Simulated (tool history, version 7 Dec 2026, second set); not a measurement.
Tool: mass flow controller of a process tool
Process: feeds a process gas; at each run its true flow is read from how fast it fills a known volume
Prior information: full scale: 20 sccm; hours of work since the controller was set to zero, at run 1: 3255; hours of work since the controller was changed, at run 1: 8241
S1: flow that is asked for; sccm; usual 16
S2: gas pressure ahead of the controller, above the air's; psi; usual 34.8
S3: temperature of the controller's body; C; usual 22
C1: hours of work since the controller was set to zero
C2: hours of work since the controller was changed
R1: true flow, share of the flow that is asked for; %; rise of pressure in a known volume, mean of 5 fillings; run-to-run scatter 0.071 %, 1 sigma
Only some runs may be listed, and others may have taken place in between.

run    hour  S1    S2  S3    C1    C2      R1
  1     0.0  16  34.8  22  3255  8241   99.76
  2   220.7  16  34.8  21  3423  8409   99.70
  3   389.9  16  34.8  35  3551  8538  100.45
  4   566.6  16  34.8  35  3686  8672  100.53
  5   694.9  16  34.8  35  3783  8770  100.39
  6   985.7  16  34.8  35  4005  8991  100.22
  7  1241.3  16  34.8  35  4199  9186  100.18
  8  1548.9  16  34.8  35  4434  9420  100.16
  9  1725.0  13  34.8  22  4568  9554   99.39
 10  1880.0  13  34.8  22  4686  9672   99.24
     2012.9  -- controller's zero set anew
 11  2120.5   3  26.5  22    82  9855   98.98

Forecast run 12:
 12  2322.0   3  26.5  22  235  10008   ?

R1: 98.77 %
Take away the tool's hidden state, keep the run-to-run variation as it was, and the same run would have given R1 99.40 %.

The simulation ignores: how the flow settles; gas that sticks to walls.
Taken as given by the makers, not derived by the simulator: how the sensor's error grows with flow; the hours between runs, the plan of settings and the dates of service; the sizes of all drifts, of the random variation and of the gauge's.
